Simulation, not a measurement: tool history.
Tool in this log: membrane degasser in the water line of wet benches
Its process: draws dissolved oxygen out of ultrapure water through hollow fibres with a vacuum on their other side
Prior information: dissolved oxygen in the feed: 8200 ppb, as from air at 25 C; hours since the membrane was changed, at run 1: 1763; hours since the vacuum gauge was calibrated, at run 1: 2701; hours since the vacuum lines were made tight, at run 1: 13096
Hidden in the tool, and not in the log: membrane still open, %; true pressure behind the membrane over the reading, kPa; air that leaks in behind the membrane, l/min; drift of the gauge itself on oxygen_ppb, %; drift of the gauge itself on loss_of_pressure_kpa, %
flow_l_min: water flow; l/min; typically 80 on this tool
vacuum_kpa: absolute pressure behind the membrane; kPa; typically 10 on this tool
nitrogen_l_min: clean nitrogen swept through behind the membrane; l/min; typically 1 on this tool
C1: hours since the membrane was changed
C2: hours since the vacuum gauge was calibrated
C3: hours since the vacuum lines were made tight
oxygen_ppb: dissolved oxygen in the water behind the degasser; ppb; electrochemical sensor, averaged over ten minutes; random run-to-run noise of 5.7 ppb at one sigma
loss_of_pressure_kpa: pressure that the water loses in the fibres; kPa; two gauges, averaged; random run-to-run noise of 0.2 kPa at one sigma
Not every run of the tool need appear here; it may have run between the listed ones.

run 1 hour=0 | flow_l_min=80 vacuum_kpa=10 nitrogen_l_min=1 | C1=1763 C2=2701 C3=13096 | oxygen_ppb=1018.5 loss_of_pressure_kpa=43.75
run 2 hour=26 | flow_l_min=80 vacuum_kpa=10 nitrogen_l_min=1 | C1=1789 C2=2727 C3=13122 | oxygen_ppb=1018 loss_of_pressure_kpa=43.62
run 3 hour=77.1 | flow_l_min=80 vacuum_kpa=10 nitrogen_l_min=1.83 | C1=1840 C2=2778 C3=13173 | oxygen_ppb=739.9 loss_of_pressure_kpa=44.01
run 4 hour=110.8 | flow_l_min=80 vacuum_kpa=10 nitrogen_l_min=1.83 | C1=1874 C2=2812 C3=13206 | oxygen_ppb=738.2 loss_of_pressure_kpa=43.82
run 5 hour=155.7 | flow_l_min=60 vacuum_kpa=10 nitrogen_l_min=1.83 | C1=1919 C2=2856 C3=13251 | oxygen_ppb=531.6 loss_of_pressure_kpa=32.95
run 6 hour=185 | flow_l_min=86 vacuum_kpa=10 nitrogen_l_min=1 | C1=1948 C2=2886 C3=13281 | oxygen_ppb=1094.8 loss_of_pressure_kpa=47.57
run 7 hour=224.5 | flow_l_min=80 vacuum_kpa=16.3 nitrogen_l_min=1 | C1=1987 C2=2925 C3=13320 | oxygen_ppb=1669.6 loss_of_pressure_kpa=43.82
run 8 hour=259.3 | flow_l_min=80 vacuum_kpa=16.3 nitrogen_l_min=1 | C1=2022 C2=2960 C3=13355 | oxygen_ppb=1650.8 loss_of_pressure_kpa=43.89
-- hour=267.8 seals of the vacuum lines changed
run 9 hour=294.6 | flow_l_min=98 vacuum_kpa=11.2 nitrogen_l_min=1.01 | C1=2055 C2=2993 C3=27 | oxygen_ppb=1359.2 loss_of_pressure_kpa=53.14
run 10 hour=319 | flow_l_min=98 vacuum_kpa=11.2 nitrogen_l_min=1.01 | C1=2080 C2=3018 C3=51 | oxygen_ppb=1374.8 loss_of_pressure_kpa=54.13

The next listed run, before its measurement:
run 11 hour=370.2 | flow_l_min=84 vacuum_kpa=6.2 nitrogen_l_min=1.01 | C1=2131 C2=3069 C3=102 | oxygen_ppb=? loss_of_pressure_kpa=?

oxygen_ppb: 619.2 ppb
loss_of_pressure_kpa: 46.47 kPa
If the tool had no hidden condition, the same run with the same run-to-run variation would have returned oxygen_ppb 598.6 ppb, loss_of_pressure_kpa 45.93 kPa.
